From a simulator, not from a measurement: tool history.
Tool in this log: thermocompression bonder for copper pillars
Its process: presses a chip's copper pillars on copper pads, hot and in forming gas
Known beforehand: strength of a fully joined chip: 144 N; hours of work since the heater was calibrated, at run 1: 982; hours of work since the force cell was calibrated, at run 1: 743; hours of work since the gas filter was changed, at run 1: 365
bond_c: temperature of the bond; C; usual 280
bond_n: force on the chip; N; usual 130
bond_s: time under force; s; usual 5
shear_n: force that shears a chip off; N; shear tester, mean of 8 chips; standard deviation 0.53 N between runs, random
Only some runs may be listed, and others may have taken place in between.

run,hour,bond_c,bond_n,bond_s,hours of work since the heater was calibrated,hours of work since the force cell was calibrated,hours of work since the gas filter was changed,shear_n
1,0.0,280,130,5,982,743,365,55.9
2,32.8,280,93,5,997,759,380,38.4
3,53.7,280,117,5,1007,769,391,49.6
4,84.5,280,130,5,1022,784,405,54.9
5,111.3,280,130,5,1035,797,418,53.9
6,146.2,290,130,5,1052,814,435,59.6
7,168.8,290,130,5,1063,824,446,59.7
8,186.6,280,130,5,1072,833,455,55.3
9,215.3,280,130,5,1086,847,469,55.9
# hour 224.8: forming gas filter changed
10,237.4,280,130,5,1096,857,6,55.3
11,272.0,255,182,5,1113,874,23,61.2
12,295.8,290,144,3,1124,886,34,55.6
13,316.4,290,144,3,1134,896,44,56.1
14,348.9,269,144,3,1150,911,60,45.2

Estimate the outcome of run 15 from the log above:
15,388.8,269,91,3,1169,931,79,?

{"run 15": {"shear_n": 25.6}}
Minus the tool's unlogged condition, the same run would have read shear_n 25.6 N.
